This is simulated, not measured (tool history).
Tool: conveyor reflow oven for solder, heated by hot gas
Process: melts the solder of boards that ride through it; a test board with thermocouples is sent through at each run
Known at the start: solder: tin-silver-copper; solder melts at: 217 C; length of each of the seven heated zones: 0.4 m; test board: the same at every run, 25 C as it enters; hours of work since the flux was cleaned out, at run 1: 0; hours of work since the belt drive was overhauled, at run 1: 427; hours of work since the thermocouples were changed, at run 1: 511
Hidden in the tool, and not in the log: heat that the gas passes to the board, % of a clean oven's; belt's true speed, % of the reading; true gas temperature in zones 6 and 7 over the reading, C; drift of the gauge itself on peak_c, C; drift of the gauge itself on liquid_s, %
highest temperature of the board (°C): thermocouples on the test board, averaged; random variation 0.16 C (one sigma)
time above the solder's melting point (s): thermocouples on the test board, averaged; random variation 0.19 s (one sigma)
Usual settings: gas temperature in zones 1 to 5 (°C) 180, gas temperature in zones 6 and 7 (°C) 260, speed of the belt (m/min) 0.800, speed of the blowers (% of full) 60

run    hour  gas temperature in zones 1 to 5 (°C)  gas temperature in zones 6 and 7 (°C)  speed of the belt (m/min)  speed of the blowers (% of full)  hours of work since the flux was cleaned out  hours of work since the belt drive was overhauled  hours of work since the thermocouples were changed  highest temperature of the board (°C)  time above the solder's melting point (s)
  1     0.0                                   180                                    260                      0.800                                60                                             0                                                427                                                 511                                  244.2                                       41.1
  2    43.4                                   180                                    260                      0.800                                60                                            34                                                461                                                 545                                  244.1                                       40.9
  3   106.5                                   180                                    270                      0.800                                60                                            84                                                511                                                 595                                  252.6                                       47.0
  4   176.2                                   189                                    270                      0.800                                60                                           139                                                566                                                 650                                  254.4                                       50.3
  5   212.4                                   189                                    270                      0.800                                60                                           167                                                595                                                 678                                  254.2                                       50.4
  6   251.5                                   180                                    260                      0.800                                58                                           198                                                625                                                 709                                  243.2                                       40.8
  7   326.1                                   178                                    260                      0.800                                60                                           257                                                684                                                 768                                  243.6                                       40.0
  8   391.8                                   178                                    260                      0.800                                60                                           309                                                736                                                 820                                  243.2                                       39.4
      417.3  -- flux residue cleaned out of gas plates and filters
      425.7  -- thermocouples of zones 6 and 7 changed
  9   465.1                                   178                                    260                      0.800                                60                                            36                                                788                                                  31                                  242.4                                       39.5
 10   539.5                                   178                                    260                      0.800                                60                                            95                                                847                                                  90                                  242.3                                       39.2
 11   583.7                                   178                                    260                      0.800                                60                                           130                                                882                                                 124                                  242.5                                       39.5
      614.9  -- belt drive overhauled, speed set with a stopwatch
 12   664.4                                   192                                    260                      0.800                                60                                           190                                                 39                                                 185                                  244.6                                       45.5
 13   707.5                                   192                                    260                      0.800                                60                                           224                                                 73                                                 219                                  244.9                                       45.0
 14   753.0                                   192                                    260                      0.800                                60                                           260                                                109                                                 255                                  244.2                                       45.2
 15   809.9                                   174                                    261                      0.925                                70                                           305                                                154                                                 300                                  238.5                                       28.8
      842.4  -- flux residue cleaned out of gas plates and filters
 16   888.5                                   180                                    260                      0.849                                80                                            36                                                212                                                 358                                  246.6                                       40.8
 17   921.0                                   180                                    260                      0.849                                80                                            62                                                237                                                 383                                  246.3                                       40.5
 18   985.8                                   178                                    270                      0.849                                76                                           113                                                288                                                 434                                  253.4                                       43.7
 19  1038.2                                   180                                    263                      0.902                                60                                           154                                                330                                                 475                                  241.3                                       33.1
 20  1103.2                                   180                                    263                      0.902                                60                                           205                                                381                                                 527                                  241.0                                       32.9
 21  1157.7                                   180                                    263                      0.902                                60                                           248                                                424                                                 570                                  240.8                                       32.8
 22  1195.3                                   180                                    260                      0.650                                60                                           278                                                453                                                 599                                  248.9                                       56.9
     1262.3  -- flux residue cleaned out of gas plates and filters
 23  1274.0                                   184                                    260                      0.698                                66                                             9                                                511                                                 657                                  250.5                                       55.5
 24  1328.1                                   193                                    259                      0.837                                85                                            52                                                554                                                 700                                  250.3                                       48.6

Hidden state or all else? Some run-to-run changes of highest temperature of the board (°C), split into what the settings, what came in and random variation would give without the hidden state, and what is left for the hidden state (with any gauge scatter that isn't in both results):
Run 5 -> 6: gas temperature in zones 1 to 5 (°C) 189 -> 180, gas temperature in zones 6 and 7 (°C) 270 -> 260, speed of the blowers (% of full) 60 -> 58. highest temperature of the board (°C) -11.0: hidden state -0.1, all else -10.9.
Run 15 -> 16: gas temperature in zones 1 to 5 (°C) 174 -> 180, gas temperature in zones 6 and 7 (°C) 261 -> 260, speed of the belt (m/min) 0.925 -> 0.849, speed of the blowers (% of full) 70 -> 80, flux residue cleaned out of gas plates and filters. highest temperature of the board (°C) +8.1: hidden state +2.1, all else +6.0.
Run 18 -> 19: gas temperature in zones 1 to 5 (°C) 178 -> 180, gas temperature in zones 6 and 7 (°C) 270 -> 263, speed of the belt (m/min) 0.849 -> 0.902, speed of the blowers (% of full) 76 -> 60. highest temperature of the board (°C) -12.1: hidden state -0.1, all else -12.0.
Run 22 -> 23: gas temperature in zones 1 to 5 (°C) 180 -> 184, speed of the belt (m/min) 0.650 -> 0.698, speed of the blowers (% of full) 60 -> 66, flux residue cleaned out of gas plates and filters. highest temperature of the board (°C) +1.6: hidden state +1.3, all else +0.3.

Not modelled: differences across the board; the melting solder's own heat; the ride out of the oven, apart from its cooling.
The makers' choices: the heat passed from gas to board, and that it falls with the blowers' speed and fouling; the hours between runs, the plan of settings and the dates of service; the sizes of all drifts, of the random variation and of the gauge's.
